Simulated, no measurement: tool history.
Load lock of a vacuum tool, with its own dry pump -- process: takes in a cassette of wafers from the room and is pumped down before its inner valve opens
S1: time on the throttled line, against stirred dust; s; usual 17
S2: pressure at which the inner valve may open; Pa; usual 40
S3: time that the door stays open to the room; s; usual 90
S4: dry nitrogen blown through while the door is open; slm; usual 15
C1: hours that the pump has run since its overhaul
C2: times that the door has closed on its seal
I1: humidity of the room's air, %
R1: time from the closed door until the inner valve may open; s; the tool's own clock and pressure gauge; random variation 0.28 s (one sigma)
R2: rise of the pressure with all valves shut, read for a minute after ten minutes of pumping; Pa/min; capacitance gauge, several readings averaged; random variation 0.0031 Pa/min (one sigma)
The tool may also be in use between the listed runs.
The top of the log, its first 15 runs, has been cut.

{"day": 211.067, "done": "door's seal changed, seat wiped"}
{"run": 16, "day": 214.05, "S1": 17, "S2": 40, "S3": 132, "S4": 15, "C1": 14954, "C2": 337, "I1": 42.8, "R1": 28.0, "R2": 0.069}
{"run": 17, "day": 226.633, "S1": 17, "S2": 40, "S3": 90, "S4": 15, "C1": 15256, "C2": 1756, "I1": 48.8, "R1": 27.3, "R2": 0.082}
{"run": 18, "day": 241.321, "S1": 17, "S2": 40, "S3": 90, "S4": 15, "C1": 15608, "C2": 3412, "I1": 44.6, "R1": 28.4, "R2": 0.098}
{"day": 248.75, "done": "dry pump taken out, an overhauled one fitted"}
{"run": 19, "day": 251.479, "S1": 20, "S2": 46, "S3": 121, "S4": 18, "C1": 65, "C2": 4530, "I1": 45.7, "R1": 27.8, "R2": 0.11}
{"run": 20, "day": 265.279, "S1": 20, "S2": 46, "S3": 81, "S4": 28, "C1": 397, "C2": 6086, "I1": 43.0, "R1": 28.1, "R2": 0.122}
{"run": 21, "day": 283.967, "S1": 23, "S2": 36, "S3": 27, "S4": 7, "C1": 845, "C2": 8194, "I1": 40.3, "R1": 30.9, "R2": 0.16}
{"run": 22, "day": 298.354, "S1": 17, "S2": 40, "S3": 48, "S4": 5, "C1": 1190, "C2": 9817, "I1": 40.6, "R1": 26.1, "R2": 0.205}
{"run": 23, "day": 316.925, "S1": 17, "S2": 40, "S3": 36, "S4": 18, "C1": 1636, "C2": 11911, "I1": 47.9, "R1": 26.3, "R2": 0.243}
{"run": 24, "day": 331.754, "S1": 25, "S2": 31, "S3": 54, "S4": 15, "C1": 1992, "C2": 13583, "I1": 45.8, "R1": 32.8, "R2": 0.289}
{"run": 25, "day": 348.154, "S1": 29, "S2": 72, "S3": 54, "S4": 36, "C1": 2386, "C2": 15433, "I1": 44.2, "R1": 34.9, "R2": 0.33}
{"run": 26, "day": 364.762, "S1": 10, "S2": 52, "S3": 127, "S4": 36, "C1": 2784, "C2": 17306, "I1": 41.4, "R1": 20.4, "R2": 0.393}
{"run": 27, "day": 374.967, "S1": 9, "S2": 33, "S3": 82, "S4": 10, "C1": 3029, "C2": 18457, "I1": 43.2, "R1": 20.2, "R2": 0.452}
{"run": 28, "day": 389.467, "S1": 9, "S2": 33, "S3": 82, "S4": 10, "C1": 3377, "C2": 20092, "I1": 46.1, "R1": 20.2, "R2": 0.527}
{"run": 29, "day": 409.092, "S1": 9, "S2": 33, "S3": 82, "S4": 10, "C1": 3848, "C2": 22305, "I1": 40.8, "R1": 19.8, "R2": 0.6}
{"day": 421.588, "done": "door's seal changed, seat wiped"}
{"run": 30, "day": 428.704, "S1": 9, "S2": 42, "S3": 56, "S4": 33, "C1": 4317, "C2": 802, "I1": 43.9, "R1": 20.2, "R2": 0.039}
{"run": 31, "day": 439.446, "S1": 26, "S2": 43, "S3": 38, "S4": 32, "C1": 4575, "C2": 2014, "I1": 41.3, "R1": 33.6, "R2": 0.053}
{"run": 32, "day": 456.038, "S1": 17, "S2": 40, "S3": 201, "S4": 26, "C1": 4973, "C2": 3885, "I1": 46.4, "R1": 26.4, "R2": 0.105}

Expected results for the next run?
{"run": 33, "day": 465.238, "S1": 17, "S2": 40, "S3": 46, "S4": 19, "C1": 5194, "C2": 4923, "I1": 46.0, "R1": "?", "R2": "?"}

R1: 26.6 s
R2: 0.101 Pa/min
On a tool with no hidden condition, and with the same random variation, this run would have come out at R1 26.0 s, R2 0.049 Pa/min.
